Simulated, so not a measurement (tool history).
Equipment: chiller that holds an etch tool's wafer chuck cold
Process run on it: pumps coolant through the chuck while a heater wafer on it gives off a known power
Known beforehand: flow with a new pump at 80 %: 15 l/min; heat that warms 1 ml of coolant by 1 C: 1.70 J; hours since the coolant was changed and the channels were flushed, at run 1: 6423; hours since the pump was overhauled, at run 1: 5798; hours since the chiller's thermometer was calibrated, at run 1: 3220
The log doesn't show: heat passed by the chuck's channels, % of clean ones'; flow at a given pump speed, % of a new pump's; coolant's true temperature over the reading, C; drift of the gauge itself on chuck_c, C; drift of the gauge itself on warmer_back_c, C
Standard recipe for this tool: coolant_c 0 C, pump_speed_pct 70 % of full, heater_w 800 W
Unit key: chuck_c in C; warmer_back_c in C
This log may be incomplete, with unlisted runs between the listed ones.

| run | day | coolant_c | pump_speed_pct | heater_w | hours since the coolant was changed and the channels were flushed | hours since the pump was overhauled | hours since the chiller's thermometer was calibrated | chuck_c | warmer_back_c |
|---|---|---|---|---|---|---|---|---|---|
| 1 | 0 | 0 | 70 | 800 | 6423 | 5798 | 3220 | 8 | 2.25 |
| 2 | 4.367 | 0 | 70 | 800 | 6528 | 5903 | 3325 | 8.1 | 2.32 |
| 3 | 9.308 | 0 | 70 | 800 | 6646 | 6022 | 3443 | 8.1 | 2.29 |
|  | 11.7 | chiller's thermometer calibrated |
| 4 | 12.621 | 0 | 70 | 800 | 6725 | 6100 | 22 | 7.7 | 2.26 |
| 5 | 18.288 | -9 | 70 | 800 | 6861 | 6236 | 158 | -1.2 | 2.27 |
| 6 | 22.608 | 0 | 92 | 800 | 6964 | 6340 | 262 | 6.1 | 1.64 |
| 7 | 27.383 | -8 | 70 | 800 | 7079 | 6454 | 376 | -0.2 | 2.24 |
|  | 27.917 | coolant changed, channels flushed |
| 8 | 32.425 | -9 | 70 | 800 | 108 | 6569 | 491 | -2.2 | 2.3 |
| 9 | 36.138 | -9 | 70 | 800 | 197 | 6659 | 580 | -2.1 | 2.3 |
| 10 | 40.075 | 0 | 70 | 858 | 292 | 6753 | 675 | 7.4 | 2.44 |
| 11 | 43.379 | 0 | 70 | 858 | 371 | 6832 | 754 | 7.2 | 2.46 |
| 12 | 48.675 | 0 | 70 | 500 | 498 | 6959 | 881 | 4.3 | 1.42 |
| 13 | 52.275 | 0 | 70 | 487 | 585 | 7046 | 968 | 4.2 | 1.4 |
| 14 | 54.904 | 0 | 70 | 487 | 648 | 7109 | 1031 | 4.2 | 1.42 |
| 15 | 59.679 | 0 | 70 | 487 | 762 | 7224 | 1145 | 4.5 | 1.37 |
| 16 | 62.292 | 0 | 70 | 894 | 825 | 7286 | 1208 | 7.7 | 2.57 |
| 17 | 66.667 | 0 | 85 | 800 | 930 | 7391 | 1313 | 5.9 | 1.85 |
| 18 | 72.762 | 0 | 85 | 800 | 1076 | 7537 | 1459 | 5.7 | 1.82 |
| 19 | 79.025 | -7 | 79 | 453 | 1227 | 7688 | 1610 | -3.3 | 1.14 |
| 20 | 85.488 | 5 | 79 | 924 | 1382 | 7843 | 1765 | 12.3 | 2.35 |
| 21 | 90.175 | 5 | 79 | 924 | 1494 | 7955 | 1877 | 12.4 | 2.32 |
| 22 | 95.204 | 0 | 93 | 887 | 1615 | 8076 | 1998 | 6.3 | 1.86 |
| 23 | 100.35 | -9 | 86 | 941 | 1738 | 8200 | 2122 | -1.9 | 2.16 |
| 24 | 103.558 | 0 | 85 | 1159 | 1815 | 8277 | 2199 | 8.4 | 2.72 |
| 25 | 108.333 | 0 | 85 | 1159 | 1930 | 8391 | 2313 | 8.8 | 2.65 |
| 26 | 112.258 | 0 | 85 | 416 | 2024 | 8485 | 2407 | 3.3 | 1 |
| 27 | 116.471 | 0 | 85 | 416 | 2125 | 8587 | 2508 | 3.4 | 0.95 |
| 28 | 122.825 | 0 | 85 | 416 | 2278 | 8739 | 2661 | 3.3 | 0.94 |
| 29 | 125.692 | 0 | 85 | 416 | 2347 | 8808 | 2730 | 3.1 | 0.94 |
| 30 | 129.804 | 7 | 82 | 416 | 2445 | 8907 | 2828 | 10.4 | 1 |
| 31 | 136.271 | 8 | 90 | 545 | 2601 | 9062 | 2984 | 12.1 | 1.17 |

Alternative continuations, all from the tool just after run 31; predict every row:
| A | 139.95 | 8 | 70 | 545 | 2689 | 9150 | 3072 | ? | ? |
| B | 139.95 | -9 | 84 | 800 | 2689 | 9150 | 3072 | ? | ? |
| C | 139.95 | 0 | 70 | 684 | 2689 | 9150 | 3072 | ? | ? |
| D | 139.95 | 3 | 80 | 715 | 2689 | 9150 | 3072 | ? | ? |
| E | 139.95 | 0 | 83 | 800 | 2689 | 9150 | 3072 | ? | ? |

| run | chuck_c | warmer_back_c |
|---|---|---|
| A | 13.1 | 1.61 |
| B | -2.6 | 1.9 |
| C | 6.4 | 1.99 |
| D | 8.8 | 1.78 |
| E | 6.3 | 1.89 |
Without the tool's hidden state the same runs would have given:
| run | chuck_c | warmer_back_c |
|---|---|---|
| A | 12.4 | 1.53 |
| B | -3.5 | 1.8 |
| C | 5.6 | 1.88 |
| D | 8 | 1.69 |
| E | 5.5 | 1.78 |
